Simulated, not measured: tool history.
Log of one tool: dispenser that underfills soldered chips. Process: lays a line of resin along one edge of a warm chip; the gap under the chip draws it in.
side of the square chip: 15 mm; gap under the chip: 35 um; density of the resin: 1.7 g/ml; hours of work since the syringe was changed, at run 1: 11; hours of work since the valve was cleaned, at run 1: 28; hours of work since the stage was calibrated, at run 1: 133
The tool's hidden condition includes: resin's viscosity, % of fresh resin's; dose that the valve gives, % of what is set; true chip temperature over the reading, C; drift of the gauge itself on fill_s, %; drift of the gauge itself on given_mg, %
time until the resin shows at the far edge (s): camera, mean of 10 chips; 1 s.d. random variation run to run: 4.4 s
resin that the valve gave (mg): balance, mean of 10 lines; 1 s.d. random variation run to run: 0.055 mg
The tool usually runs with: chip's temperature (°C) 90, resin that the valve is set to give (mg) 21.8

run	hour	chip's temperature (°C)	resin that the valve is set to give (mg)	hours of work since the syringe was changed	hours of work since the valve was cleaned	hours of work since the stage was calibrated	time until the resin shows at the far edge (s)	resin that the valve gave (mg)
1	0	90	21.8	11	28	133	938	21.45
# hour 1.4: new syringe of resin
2	3.8	90	21.8	2	31	136	518.4	21.39
3	8.6	90	22.7	5	34	139	675.2	22.33
4	13.1	90	22.7	9	38	143	841.6	22.22
# hour 17.6: new syringe of resin
5	19.5	90	22.7	1	42	147	509.3	22.17
6	22.4	93	22.7	4	44	149	523.7	22
7	27.6	90	21.8	7	48	153	777.8	21.26
8	33.3	90	21.8	12	53	158	1017.6	21.16
# hour 34.1: new syringe of resin
# hour 37.4: dispensing valve cleaned and set on the balance
9	39.5	90	21.8	3	2	161	571.5	21.61
10	42.8	102	21.8	6	4	164	414.1	21.66
11	47.5	102	21.8	9	7	167	509	21.71
12	50.3	101	20	11	10	169	632.3	19.83
# hour 51.5: new syringe of resin
13	56.4	104	26.9	4	14	173	334.5	26.69
14	62.4	104	26.9	8	18	178	444	26.64

Predict the results of run 15:
15	66.4	93	23	11	21	181	?	?

Run 15 came out at time until the resin shows at the far edge (s) 863.7, resin that the valve gave (mg) 22.73.
Take away the tool's hidden state, keep the run-to-run variation as it was, and the same run would have given time until the resin shows at the far edge (s) 398.1, resin that the valve gave (mg) 23.03.

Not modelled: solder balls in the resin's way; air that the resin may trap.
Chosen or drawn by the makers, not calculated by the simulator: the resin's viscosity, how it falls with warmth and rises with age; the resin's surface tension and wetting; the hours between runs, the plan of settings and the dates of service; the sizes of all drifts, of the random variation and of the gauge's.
